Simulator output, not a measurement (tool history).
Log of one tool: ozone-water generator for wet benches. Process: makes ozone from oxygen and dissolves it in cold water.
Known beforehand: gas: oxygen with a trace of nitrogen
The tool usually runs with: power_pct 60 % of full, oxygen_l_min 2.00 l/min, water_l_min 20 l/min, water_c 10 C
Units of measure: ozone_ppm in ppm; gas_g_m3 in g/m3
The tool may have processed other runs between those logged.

run	hour	power_pct	oxygen_l_min	water_l_min	water_c	ozone_ppm	gas_g_m3
1	0.0	60	2.00	20	10	11.4	189.0
2	162.2	60	2.00	20	10	11.5	188.9
3	258.8	61	2.00	20	10	11.5	191.2
4	338.8	60	1.33	20	10	10.3	244.2
5	504.2	60	1.21	20	10	10.1	257.7
6	626.7	60	1.21	20	10	10.3	255.9
7	716.1	60	1.21	20	10	10.2	257.0
8	848.2	60	1.21	20	10	10.3	256.9
9	1038.1	60	2.00	28	10	7.9	186.4
10	1145.1	60	2.00	20	10	11.3	187.5
11	1316.9	46	2.00	20	10	9.3	152.1
12	1507.1	43	1.91	20	10	8.7	146.7
13	1700.4	70	2.00	20	15	12.3	207.5
14	1843.4	70	2.00	20	15	12.4	208.4
15	1937.1	60	2.00	13	10	16.8	184.4
# hour 1952.0: water thermometer calibrated
16	2049.7	60	1.29	20	7	10.2	243.7
17	2247.3	64	2.30	17	5	14.5	177.6
18	2339.8	64	2.30	17	5	14.4	176.9
19	2536.3	64	2.30	17	5	14.3	174.8
20	2650.5	51	2.00	20	13	9.6	163.4
21	2761.6	51	2.00	20	13	9.6	161.5

Consider 4 possible next runs. They are alternatives, not a sequence: every one starts from the tool as it was left by run 21. What does each give?
A	2857.0	60	2.30	30	10	?	?
B	2857.0	87	2.16	20	10	?	?
C	2857.0	88	2.00	20	5	?	?
D	2857.0	60	2.00	17	11	?	?

run	ozone_ppm	gas_g_m3
A	7.5	166.8
B	14.8	231.1
C	15.1	242.3
D	12.7	183.9
Without the tool's hidden state the same runs would have given:
run	ozone_ppm	gas_g_m3
A	8.5	183.2
B	17.2	262.1
C	17.7	275.0
D	14.3	202.0
